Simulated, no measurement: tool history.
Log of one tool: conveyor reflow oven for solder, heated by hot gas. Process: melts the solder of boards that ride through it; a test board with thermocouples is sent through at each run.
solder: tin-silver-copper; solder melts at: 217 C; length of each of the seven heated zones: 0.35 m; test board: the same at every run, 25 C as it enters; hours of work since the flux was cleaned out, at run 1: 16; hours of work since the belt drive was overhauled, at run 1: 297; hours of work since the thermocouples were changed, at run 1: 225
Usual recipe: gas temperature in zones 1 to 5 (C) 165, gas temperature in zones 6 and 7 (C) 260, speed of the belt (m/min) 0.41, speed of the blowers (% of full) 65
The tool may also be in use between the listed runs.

run	hour	gas temperature in zones 1 to 5 (C)	gas temperature in zones 6 and 7 (C)	speed of the belt (m/min)	speed of the blowers (% of full)	hours of work since the flux was cleaned out	hours of work since the belt drive was overhauled	hours of work since the thermocouples were changed	highest temperature of the board (C)	time above the solder's melting point (s)
1	0	165	260	0.41	65	16	297	225	245	65.2
2	12.1	165	260	0.41	65	25	306	235	244.9	66
3	21.8	165	260	0.41	65	33	314	242	244.2	66.1
4	32.7	165	260	0.41	65	41	322	250	244.8	66.3
5	44.5	165	260	0.41	65	50	331	259	244.4	65.7
6	57	165	260	0.374	65	59	340	269	247.9	77
7	63.1	165	260	0.374	65	64	345	273	248.1	76.1
8	71.6	165	260	0.374	65	71	352	280	246.7	76.2
9	77.5	165	260	0.41	65	75	356	284	245.1	63.9
10	84	165	260	0.41	65	80	361	289	245.2	64
# hour 89: belt drive overhauled, speed set with a stopwatch
11	98.2	165	260	0.41	65	88	7	297	244.1	65
12	104.2	165	260	0.41	65	92	12	301	243.7	65.9
13	111.4	162	260	0.417	55	98	17	307	241.4	57
14	117.7	162	260	0.417	55	102	22	312	241	57.3
15	126.8	176	266	0.367	59	109	29	318	252.6	90.1
16	133.5	165	269	0.424	54	114	34	324	247.7	65.6
17	143.8	156	260	0.41	65	122	42	331	243	58
18	154.5	173	253	0.448	53	130	50	339	235.6	48.1

What will run 19 give?
# hour 162.5: belt drive overhauled, speed set with a stopwatch, once more
19	168	173	253	0.448	53	138	4	347	?	?

Run 19 gave highest temperature of the board (C) 234.7, time above the solder's melting point (s) 45.2.
On a tool with no hidden condition, and with the same random variation, this run would have come out at highest temperature of the board (C) 235.7, time above the solder's melting point (s) 47.6.

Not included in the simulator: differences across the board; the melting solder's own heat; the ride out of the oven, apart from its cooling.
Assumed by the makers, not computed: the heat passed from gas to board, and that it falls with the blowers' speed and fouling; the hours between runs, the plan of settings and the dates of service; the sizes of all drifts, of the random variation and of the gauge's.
